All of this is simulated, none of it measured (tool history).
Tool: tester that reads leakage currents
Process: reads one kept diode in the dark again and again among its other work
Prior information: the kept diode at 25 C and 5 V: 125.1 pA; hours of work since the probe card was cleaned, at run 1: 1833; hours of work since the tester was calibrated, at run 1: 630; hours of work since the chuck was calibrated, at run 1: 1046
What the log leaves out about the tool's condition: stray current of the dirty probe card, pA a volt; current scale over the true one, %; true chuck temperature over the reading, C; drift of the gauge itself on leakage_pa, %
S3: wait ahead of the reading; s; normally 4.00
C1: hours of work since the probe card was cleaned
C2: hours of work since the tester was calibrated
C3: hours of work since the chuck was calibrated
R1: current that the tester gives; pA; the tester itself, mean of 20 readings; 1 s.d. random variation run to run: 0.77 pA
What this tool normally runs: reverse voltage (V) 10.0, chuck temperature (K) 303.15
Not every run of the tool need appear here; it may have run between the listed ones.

Run 1, hour 0.0: usual settings; C1 1833; C2 630; C3 1046. Result: R1 253.00 pA.
Run 2, hour 12.9: usual settings but chuck temperature (K) 323.15; C1 1842; C2 639; C3 1055. Result: R1 1008.79 pA.
Run 3, hour 39.8: usual settings but S3 4.95 s; C1 1861; C2 658; C3 1074. Result: R1 250.93 pA.
Run 4, hour 56.0: usual settings but S3 4.95 s; C1 1872; C2 670; C3 1086. Result: R1 251.88 pA.
Run 5, hour 84.7: usual settings but S3 4.95 s; C1 1893; C2 690; C3 1106. Result: R1 251.74 pA.
Run 6, hour 97.4: usual settings but S3 0.35 s; C1 1902; C2 699; C3 1115. Result: R1 261.62 pA.
Run 7, hour 123.6: usual settings but S3 0.35 s; C1 1920; C2 718; C3 1134. Result: R1 262.43 pA.
Run 8, hour 151.7: usual settings but chuck temperature (K) 329.15; C1 1940; C2 738; C3 1154. Result: R1 1494.00 pA.
Run 9, hour 175.9: usual settings but chuck temperature (K) 329.15; C1 1958; C2 755; C3 1171. Result: R1 1485.72 pA.
Run 10, hour 189.5: usual settings but chuck temperature (K) 297.15; C1 1967; C2 765; C3 1181. Result: R1 162.14 pA.
Run 11, hour 207.6: usual settings but S3 4.34 s; C1 1980; C2 778; C3 1194. Result: R1 251.32 pA.
Run 12, hour 231.6: usual settings but S3 4.34 s; C1 1997; C2 795; C3 1211. Result: R1 249.16 pA.
Run 13, hour 245.4: usual settings; C1 2007; C2 804; C3 1220. Result: R1 249.98 pA.
Run 14, hour 262.3: usual settings but chuck temperature (K) 295.15; C1 2019; C2 816; C3 1232. Result: R1 139.28 pA.
Run 15, hour 277.8: usual settings but S3 0.87 s; C1 2030; C2 827; C3 1243. Result: R1 254.59 pA.
Run 16, hour 298.6: usual settings but reverse voltage (V) 2.3; C1 2045; C2 842; C3 1258. Result: R1 121.03 pA.
Run 17, hour 322.7: usual settings; C1 2062; C2 859; C3 1275. Result: R1 249.83 pA.
Run 18, hour 353.4: usual settings; C1 2084; C2 881; C3 1297. Result: R1 250.13 pA.
Run 19, hour 368.0: usual settings; C1 2094; C2 892; C3 1308. Result: R1 247.77 pA.
Run 20, hour 389.4: usual settings; C1 2109; C2 907; C3 1323. Result: R1 249.32 pA.
Run 21, hour 415.1: usual settings; C1 2127; C2 925; C3 1341. Result: R1 248.96 pA.
Run 22, hour 444.8: usual settings but reverse voltage (V) 7.0, chuck temperature (K) 322.15, S3 0.84 s; C1 2149; C2 946; C3 1362. Result: R1 787.54 pA.
Run 23, hour 472.3: usual settings but reverse voltage (V) 7.0, chuck temperature (K) 298.15, S3 0.40 s; C1 2168; C2 966; C3 1382. Result: R1 149.46 pA.

Estimate the outcome of run 24 from the log above:
Run 24, hour 496.5: usual settings but reverse voltage (V) 4.2, chuck temperature (K) 298.15, S3 0.58 s; C1 2185; C2 983; C3 1399. Result: R1 ?.

Run 24 produced R1 114.17 pA.
With no hidden state in the tool, this same run would have given R1 118.23 pA.
